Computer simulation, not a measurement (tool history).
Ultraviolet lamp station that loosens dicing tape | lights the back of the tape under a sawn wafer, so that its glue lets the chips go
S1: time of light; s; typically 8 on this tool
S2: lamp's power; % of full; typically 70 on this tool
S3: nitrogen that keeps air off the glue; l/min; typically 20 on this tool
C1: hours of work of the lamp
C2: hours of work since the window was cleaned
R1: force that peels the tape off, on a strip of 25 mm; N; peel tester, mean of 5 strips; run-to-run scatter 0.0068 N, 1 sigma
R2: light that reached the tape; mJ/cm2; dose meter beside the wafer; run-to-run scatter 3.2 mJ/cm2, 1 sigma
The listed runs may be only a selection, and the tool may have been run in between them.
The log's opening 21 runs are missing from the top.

| run | day | S1 | S2 | S3 | C1 | C2 | R1 | R2 |
|---|---|---|---|---|---|---|---|---|
| 22 | 34.579 | 8 | 70 | 21 | 578 | 60 | 0.325 | 439 |
| 23 | 36.671 | 8 | 98 | 20 | 605 | 87 | 0.134 | 605 |
| 24 | 38.579 | 8 | 97 | 20 | 630 | 112 | 0.136 | 598 |
| 25 | 40.350 | 12 | 73 | 20 | 653 | 135 | 0.105 | 669 |
| 26 | 42.571 | 6 | 72 | 8 | 682 | 163 | 1.160 | 325 |
| 27 | 43.567 | 8 | 70 | 8 | 694 | 176 | 0.720 | 417 |
| 28 | 45.738 | 8 | 70 | 8 | 722 | 204 | 0.723 | 409 |
| 29 | 47.712 | 13 | 70 | 34 | 748 | 230 | 0.084 | 659 |
| 30 | 49.846 | 13 | 88 | 10 | 776 | 257 | 0.101 | 818 |
| 31 | 51.100 | 13 | 88 | 10 | 792 | 274 | 0.113 | 809 |
| 32 | 53.150 | 13 | 88 | 10 | 818 | 300 | 0.103 | 804 |
| 33 | 54.796 | 10 | 69 | 10 | 839 | 321 | 0.431 | 477 |
| 34 | 55.950 | 7 | 69 | 38 | 854 | 336 | 0.449 | 331 |
| 35 | 58.054 | 7 | 69 | 38 | 882 | 364 | 0.467 | 329 |
| 36 | 60.292 | 10 | 68 | 30 | 910 | 392 | 0.224 | 464 |
| 37 | 61.979 | 10 | 83 | 20 | 932 | 414 | 0.174 | 551 |
| 38 | 63.629 | 5 | 66 | 29 | 954 | 436 | 1.305 | 220 |
| 39 | 65.638 | 5 | 66 | 29 | 980 | 461 | 1.330 | 215 |
|  | 65.904 | window cleaned of glue's vapour |
| 40 | 67.808 | 6 | 94 | 7 | 1007 | 25 | 0.735 | 422 |
| 41 | 69.179 | 5 | 71 | 9 | 1025 | 42 | 1.544 | 262 |
| 42 | 71.254 | 8 | 75 | 40 | 1052 | 69 | 0.218 | 436 |
| 43 | 72.975 | 14 | 90 | 20 | 1074 | 91 | 0.065 | 912 |
| 44 | 75.067 | 14 | 64 | 6 | 1101 | 118 | 0.286 | 639 |

3 options for the next run, each taken on its own from the tool as it stands now. Forecast them:
| A | 76.562 | 9 | 98 | 36 | 1120 | 138 | ? | ? |
| B | 76.562 | 8 | 96 | 20 | 1120 | 138 | ? | ? |
| C | 76.562 | 6 | 64 | 6 | 1120 | 138 | ? | ? |

| run | R1 | R2 |
|---|---|---|
| A | 0.088 | 621 |
| B | 0.181 | 542 |
| C | 1.745 | 271 |
Stripped of hidden state, with their random variation kept, the same runs would have yielded:
| run | R1 | R2 |
|---|---|---|
| A | 0.062 | 774 |
| B | 0.102 | 675 |
| C | 1.231 | 338 |

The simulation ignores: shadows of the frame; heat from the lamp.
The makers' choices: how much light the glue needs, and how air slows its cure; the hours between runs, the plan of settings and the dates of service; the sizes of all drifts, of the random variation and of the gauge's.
